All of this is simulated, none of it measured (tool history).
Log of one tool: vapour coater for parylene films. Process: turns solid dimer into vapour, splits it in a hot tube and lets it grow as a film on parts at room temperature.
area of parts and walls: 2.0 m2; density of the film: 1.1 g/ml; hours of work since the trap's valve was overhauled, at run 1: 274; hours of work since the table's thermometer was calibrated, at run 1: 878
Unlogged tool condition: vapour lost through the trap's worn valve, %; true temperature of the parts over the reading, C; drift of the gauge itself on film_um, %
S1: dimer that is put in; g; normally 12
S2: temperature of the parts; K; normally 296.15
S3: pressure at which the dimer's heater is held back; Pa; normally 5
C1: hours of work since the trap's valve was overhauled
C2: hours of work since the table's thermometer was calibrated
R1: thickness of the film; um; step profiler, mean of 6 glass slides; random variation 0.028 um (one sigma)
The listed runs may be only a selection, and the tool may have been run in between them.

run	hour	S1	S2	S3	C1	C2	R1
1	0	12	296.15	5	274	878	4.19
2	27.5	12	303.15	5	295	899	3.54
3	63.2	12	296.15	5	322	926	4.17
4	124.9	12	296.15	7.94	369	973	3.79
5	171.4	6	296.15	5	405	1009	2.05
6	205.3	12	296.15	5	431	1034	4.15
7	253.4	12	296.15	5	467	1071	4.14
8	314.8	12	296.15	5	514	1118	4.08
# hour 349.8: trap's valve overhauled
9	363.3	12	296.15	5	10	1152	4.26
10	409.8	12	306.15	5	46	1188	3.38
11	469.2	12	306.15	5	91	1233	3.4
12	512.3	8	291.15	5	124	1266	3.16
13	556.6	6	296.15	2.06	158	1300	2.49
14	601.7	6	296.15	2.06	192	1334	2.51
15	655.2	10	296.15	5	233	1375	3.47
16	692.8	10	294.15	3.15	262	1404	3.97
17	759.8	10	304.15	4.29	313	1455	2.96
18	791.9	12	296.15	8.06	338	1479	3.77
19	858.9	12	296.15	8.06	389	1531	3.8
20	925.7	12	291.15	2.02	440	1582	5.06
21	987.7	8	295.15	2.52	487	1629	3.12

Entry by entry between the runs, the difference in hidden state between the last listed run before and the first listed run after:
After run 8, before run 9: trap's valve overhauled (hour 349.8)
  vapour lost through the trap's worn valve, %: 5.6 -> 0.6; true temperature of the parts over the reading, C: -0.2 -> -0.21
  measured less the result without the state, R1: -0.22 -> -0.01 um
